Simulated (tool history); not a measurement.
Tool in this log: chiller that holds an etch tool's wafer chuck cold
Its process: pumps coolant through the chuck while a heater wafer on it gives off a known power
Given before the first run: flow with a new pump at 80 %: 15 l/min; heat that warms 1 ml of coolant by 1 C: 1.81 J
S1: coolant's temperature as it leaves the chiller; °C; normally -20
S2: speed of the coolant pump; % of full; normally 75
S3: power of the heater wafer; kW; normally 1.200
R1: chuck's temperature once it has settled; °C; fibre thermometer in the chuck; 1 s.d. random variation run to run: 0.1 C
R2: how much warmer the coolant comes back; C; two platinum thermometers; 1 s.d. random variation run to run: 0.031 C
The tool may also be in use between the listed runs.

run   hour   S1  S2     S3     R1    R2
  1    0.0  -20  75  1.200   -8.6  2.80
  2   25.0  -20  75  1.200   -8.7  2.90
  3   70.8  -20  75  1.200   -8.7  2.87
  4   94.2  -20  75  1.200   -8.7  2.84
  5  130.2  -29  75  1.200  -17.9  2.78
  6  165.2  -13  75  1.200   -1.7  2.85
  7  200.5  -25  75  1.200  -13.7  2.87
  8  222.8  -20  69  1.200   -7.7  3.06
  9  260.1  -26  75  1.200  -14.7  2.85
 10  305.8  -20  75  1.476   -6.0  3.53
 11  346.0  -20  75  1.476   -6.1  3.49
 12  372.5  -20  75  1.476   -6.1  3.50
 13  393.3  -20  75  1.476   -6.0  3.51
 14  422.6  -14  75  1.200   -2.9  2.89
 15  453.5  -16  63  1.200   -2.7  3.37
 16  493.1  -28  69  1.200  -15.8  3.15
 17  512.0  -28  69  1.200  -15.9  3.14
 18  553.4  -13  64  1.200    0.2  3.39
 19  592.3  -18  75  1.200   -6.5  2.82
 20  621.8  -18  75  1.200   -6.7  2.83
 21  641.6  -18  75  1.200   -6.7  2.85
 22  677.8  -14  68  0.656   -7.1  1.68
 23  712.1  -14  68  0.656   -7.1  1.75
 24  752.4  -20  89  1.215  -10.3  2.37
 25  779.9  -17  75  1.420   -3.6  3.31
 26  823.2  -17  75  1.420   -3.8  3.36
 27  863.3  -20  75  1.159   -8.8  2.74
 28  885.6  -20  75  1.159   -9.1  2.74

Below are 5 alternative next runs, each starting from the tool's condition after run 28. Predict each:
  A  925.8  -28  72  1.200   ?   ?
  B  925.8  -13  65  1.200   ?   ?
  C  925.8  -27  74  1.109   ?   ?
  D  925.8  -20  99  0.704   ?   ?
  E  925.8  -20  87  1.159   ?   ?

run     R1    R2
  A  -16.3  2.94
  B   -0.2  3.27
  C  -16.4  2.68
  D  -14.8  1.19
  E  -10.6  2.37
What these runs would have given with no unlogged condition in the tool:
run     R1    R2
  A  -16.3  2.94
  B   -0.2  3.27
  C  -16.4  2.68
  D  -14.8  1.19
  E  -10.6  2.37

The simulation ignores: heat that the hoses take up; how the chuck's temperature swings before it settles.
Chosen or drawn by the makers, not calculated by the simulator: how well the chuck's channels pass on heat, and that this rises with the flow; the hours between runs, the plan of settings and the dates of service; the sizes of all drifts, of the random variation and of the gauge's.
